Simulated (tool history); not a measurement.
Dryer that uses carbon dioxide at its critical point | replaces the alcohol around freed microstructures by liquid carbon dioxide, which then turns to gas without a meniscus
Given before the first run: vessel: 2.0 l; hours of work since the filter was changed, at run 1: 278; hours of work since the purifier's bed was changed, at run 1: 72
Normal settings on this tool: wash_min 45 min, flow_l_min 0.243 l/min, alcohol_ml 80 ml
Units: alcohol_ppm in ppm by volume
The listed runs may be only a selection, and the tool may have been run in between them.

| run | hour | wash_min | flow_l_min | alcohol_ml | hours of work since the filter was changed | hours of work since the purifier's bed was changed | alcohol_ppm |
|---|---|---|---|---|---|---|---|
| 1 | 0 | 45 | 0.243 | 80 | 278 | 72 | 1113 |
| 2 | 6.1 | 45 | 0.243 | 80 | 282 | 76 | 1106 |
| 3 | 15.1 | 45 | 0.243 | 80 | 289 | 83 | 1128 |
| 4 | 20.4 | 45 | 0.243 | 80 | 293 | 86 | 1095 |
| 5 | 31.8 | 45 | 0.243 | 80 | 301 | 95 | 1171 |
| 6 | 41 | 45 | 0.243 | 80 | 308 | 102 | 1186 |
| 7 | 51.9 | 45 | 0.167 | 80 | 316 | 110 | 3827 |
|  | 60 | inlet filter changed |
| 8 | 60 | 45 | 0.149 | 80 | 0 | 115 | 3719 |
| 9 | 71.4 | 45 | 0.149 | 80 | 8 | 123 | 3728 |
| 10 | 82.6 | 36 | 0.243 | 80 | 17 | 131 | 1643 |
| 11 | 88.2 | 36 | 0.243 | 80 | 21 | 135 | 1703 |
| 12 | 99.7 | 36 | 0.243 | 80 | 29 | 144 | 1759 |
| 13 | 107.6 | 36 | 0.243 | 80 | 35 | 150 | 1738 |
| 14 | 114.1 | 32 | 0.232 | 47 | 40 | 154 | 1701 |
| 15 | 123.1 | 60 | 0.243 | 46 | 46 | 161 | 142 |
| 16 | 131.6 | 28 | 0.214 | 42 | 52 | 167 | 2493 |
| 17 | 138.6 | 28 | 0.214 | 42 | 58 | 172 | 2572 |
| 18 | 146.1 | 28 | 0.148 | 80 | 63 | 178 | 9587 |
| 19 | 155 | 43 | 0.37 | 37 | 70 | 184 | 89 |
| 20 | 163.3 | 38 | 0.163 | 25 | 76 | 191 | 1491 |
| 21 | 169.6 | 46 | 0.274 | 75 | 80 | 195 | 447 |
| 22 | 175.3 | 58 | 0.273 | 75 | 84 | 199 | 164 |

Branching from run 22: 5 alternative next runs. What would each branch give?
| A | 184.7 | 47 | 0.377 | 91 | 91 | 206 | ? |
| B | 184.7 | 29 | 0.38 | 33 | 91 | 206 | ? |
| C | 184.7 | 43 | 0.273 | 60 | 91 | 206 | ? |
| D | 184.7 | 39 | 0.159 | 86 | 91 | 206 | ? |
| E | 184.7 | 30 | 0.176 | 23 | 91 | 206 | ? |

| run | alcohol_ppm |
|---|---|
| A | 102 |
| B | 324 |
| C | 484 |
| D | 5157 |
| E | 1899 |
With no hidden state in the tool, these same runs would have given:
| run | alcohol_ppm |
|---|---|
| A | 60 |
| B | 256 |
| C | 394 |
| D | 4750 |
| E | 1752 |

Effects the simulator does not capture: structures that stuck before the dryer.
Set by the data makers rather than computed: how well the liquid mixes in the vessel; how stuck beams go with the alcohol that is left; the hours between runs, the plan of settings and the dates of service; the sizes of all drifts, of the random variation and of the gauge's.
